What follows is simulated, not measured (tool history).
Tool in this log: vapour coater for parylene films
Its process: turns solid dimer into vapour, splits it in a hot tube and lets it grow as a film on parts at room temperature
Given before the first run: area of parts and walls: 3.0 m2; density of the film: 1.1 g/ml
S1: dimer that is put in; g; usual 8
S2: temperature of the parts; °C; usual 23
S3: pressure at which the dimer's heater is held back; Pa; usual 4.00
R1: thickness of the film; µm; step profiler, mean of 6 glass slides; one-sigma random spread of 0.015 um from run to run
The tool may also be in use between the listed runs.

run	hour	S1	S2	S3	R1
1	0.0	8	23	4.00	1.34
2	14.3	8	23	4.00	1.38
3	29.9	8	23	4.00	1.36
4	40.3	8	23	4.00	1.38
5	51.0	8	23	4.00	1.35
6	65.8	4	23	4.00	0.67
7	83.4	8	34	4.00	0.85
8	92.3	8	23	4.00	1.33
9	110.9	8	18	4.00	1.64
10	130.3	8	18	4.00	1.65
11	151.1	11	23	4.00	1.81
12	171.0	11	23	4.00	1.78
13	181.0	5	22	3.57	0.89
14	193.4	5	22	3.57	0.87
15	207.4	14	22	3.09	2.52
16	224.8	14	21	3.09	2.64
17	240.6	8	16	2.54	1.94
# hour 247.2: trap's valve overhauled
18	260.1	8	16	2.54	2.18
19	268.7	8	16	2.54	2.21
20	289.6	8	20	6.82	1.47
21	310.6	8	20	8.37	1.43
22	330.6	8	23	6.12	1.32
23	351.9	8	17	2.12	2.11

Predict each of these 5 candidate next runs independently; none follows another, all start after run 23:
A	365.5	9	23	9.98	?
B	365.5	13	22	4.00	?
C	365.5	13	17	3.88	?
D	365.5	14	19	4.00	?
E	365.5	8	20	2.12	?

run	R1
A	1.31
B	2.45
C	3.04
D	2.98
E	1.88
Without the tool's hidden state the same runs would have given:
run	R1
A	1.34
B	2.49
C	3.10
D	3.04
E	1.91

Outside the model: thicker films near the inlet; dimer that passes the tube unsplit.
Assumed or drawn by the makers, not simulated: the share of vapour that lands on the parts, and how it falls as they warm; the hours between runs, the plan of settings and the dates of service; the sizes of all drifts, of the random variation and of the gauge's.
